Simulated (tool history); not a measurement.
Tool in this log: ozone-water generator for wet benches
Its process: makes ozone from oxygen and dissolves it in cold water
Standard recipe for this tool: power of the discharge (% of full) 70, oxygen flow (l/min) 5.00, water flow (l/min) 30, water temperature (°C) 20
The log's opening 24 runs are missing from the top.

run    hour  power of the discharge (% of full)  oxygen flow (l/min)  water flow (l/min)  water temperature (°C)  dissolved ozone (ppm)  ozone in the gas ahead of the water (g/m3)
 25  2609.1                                  41                 5.00                  43                      20                    4.2                                        96.7
 26  2759.0                                  88                 7.55                  20                      19                   18.0                                       165.7
 27  2854.5                                  70                 5.00                  35                      20                    8.3                                       157.0
 28  2991.6                                  70                 5.00                  35                      20                    8.1                                       157.1
 29  3065.3                                  70                 6.82                  19                      20                   14.9                                       140.3
 30  3202.4                                  70                 6.88                  19                      25                   13.4                                       137.7
 31  3263.5                                  85                 2.99                  34                      16                    8.6                                       231.1
 32  3394.4                                  85                 2.99                  34                      16                    8.7                                       230.7
 33  3507.3                                  52                 7.25                  20                      20                   11.0                                       102.5
 34  3636.0                                  52                 7.25                  20                      20                   10.8                                       103.1

Predict each of these 3 candidate next runs independently; none follows another, all start after run 34:
  A  3727.2                                  52                 2.86                  20                      17                      ?                                           ?
  B  3727.2                                  46                 3.52                  46                      20                      ?                                           ?
  C  3727.2                                  78                 7.25                  41                      15                      ?                                           ?

run  dissolved ozone (ppm)  ozone in the gas ahead of the water (g/m3)
  A                    9.5                                       149.0
  B                    3.6                                       122.3
  C                    9.0                                       150.1
Stripped of hidden state, with their random variation kept, the same runs would have yielded:
run  dissolved ozone (ppm)  ozone in the gas ahead of the water (g/m3)
  A                    9.5                                       149.1
  B                    3.6                                       122.3
  C                    9.0                                       150.2

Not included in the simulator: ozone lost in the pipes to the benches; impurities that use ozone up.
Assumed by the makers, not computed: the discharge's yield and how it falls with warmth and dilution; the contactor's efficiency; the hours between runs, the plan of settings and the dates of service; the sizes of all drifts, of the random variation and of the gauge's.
